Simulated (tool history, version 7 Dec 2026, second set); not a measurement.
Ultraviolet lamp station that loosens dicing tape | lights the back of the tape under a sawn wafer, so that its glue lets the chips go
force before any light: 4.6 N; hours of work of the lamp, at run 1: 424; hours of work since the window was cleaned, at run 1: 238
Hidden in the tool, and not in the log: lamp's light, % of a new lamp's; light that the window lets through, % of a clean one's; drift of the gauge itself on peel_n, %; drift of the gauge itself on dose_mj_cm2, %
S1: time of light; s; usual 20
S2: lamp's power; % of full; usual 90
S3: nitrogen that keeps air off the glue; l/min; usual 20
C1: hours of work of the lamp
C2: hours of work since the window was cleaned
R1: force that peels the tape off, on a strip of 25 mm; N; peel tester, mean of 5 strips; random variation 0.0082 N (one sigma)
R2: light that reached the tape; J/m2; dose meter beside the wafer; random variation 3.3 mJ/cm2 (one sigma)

run	hour	S1	S2	S3	C1	C2	R1	R2
1	0	20	90	20	424	238	0.4	4570
# hour 4.9: window cleaned of glue's vapour
2	35.7	20	90	20	444	18	0.382	4930
3	100.4	20	90	20	482	56	0.387	4770
4	141.8	20	90	20	507	81	0.383	4740
5	219.5	20	90	20	553	127	0.42	4580
6	283.7	20	90	9	591	165	0.764	4560
7	353	20	66	20	632	205	0.708	3250
# hour 411.3: window cleaned of glue's vapour
8	414	20	66	20	667	2	0.668	3410
9	476.7	20	66	20	704	39	0.697	3370
10	558.2	20	66	20	752	87	0.735	3280
11	616.6	25	90	20	787	121	0.345	5460
12	691.2	25	90	20	831	165	0.34	5330
13	744.4	20	90	12	862	197	0.67	4190
# hour 817.1: window cleaned of glue's vapour
14	817.1	20	90	12	905	0	0.635	4370
15	875	20	90	20	939	34	0.438	4270
16	933.4	20	90	20	974	69	0.472	4270
17	1007.6	33	93	20	1017	112	0.238	7020
18	1051.4	15	73	12	1043	138	1.373	2420
19	1110.1	20	83	7	1078	173	1.102	3660
20	1181	20	79	7	1120	215	1.25	3400
# hour 1225.1: window cleaned of glue's vapour
21	1242.4	24	64	15	1156	10	0.761	3480
22	1307.4	24	64	15	1194	49	0.804	3440
23	1376.4	35	73	19	1235	89	0.323	5640
24	1430.5	35	73	19	1267	121	0.324	5530
25	1467.1	14	90	10	1288	143	1.381	2680
26	1527.4	17	90	31	1324	178	0.576	3190
27	1594.8	17	90	31	1364	218	0.61	3130
# hour 1631.7: window cleaned of glue's vapour
28	1672.6	12	68	27	1409	24	1.449	1750
29	1735.1	12	68	27	1446	61	1.53	1700
30	1814.6	12	68	27	1493	108	1.512	1630

Hidden state at the last listed run before each entry between runs and at the first one after, where it differs:
Between runs 1 and 2: window cleaned of glue's vapour (hour 4.9)
  lamp's light, % of a new lamp's: 92 -> 91.6; light that the window lets through, % of a clean one's: 92.6 -> 99.4
  measured less the result without the state, R1: +0.09 -> +0.049 N; R2: -790 -> -480 J/m2
Between runs 7 and 8: window cleaned of glue's vapour (hour 411.3)
  lamp's light, % of a new lamp's: 87.9 -> 87.1; light that the window lets through, % of a clean one's: 93.9 -> 99.8
  measured less the result without the state, R1: +0.189 -> +0.135 N; R2: -680 -> -510 J/m2
Between runs 13 and 14: window cleaned of glue's vapour (hour 817.1)
  lamp's light, % of a new lamp's: 83.2 -> 82.3; light that the window lets through, % of a clean one's: 93.7 -> 99.5
  measured less the result without the state, R1: +0.221 -> +0.176 N; R2: -1180 -> -970 J/m2
Between runs 20 and 21: window cleaned of glue's vapour (hour 1225.1)
  lamp's light, % of a new lamp's: 78.1 -> 77.3; light that the window lets through, % of a clean one's: 93 -> 99.4
  measured less the result without the state, R1: +0.444 -> +0.264 N; R2: -1300 -> -1060 J/m2
Between runs 27 and 28: window cleaned of glue's vapour (hour 1631.7)
  lamp's light, % of a new lamp's: 73.1 -> 72.2; light that the window lets through, % of a clean one's: 93.3 -> 98.8
  measured less the result without the state, R1: +0.28 -> +0.498 N; R2: -1450 -> -690 J/m2
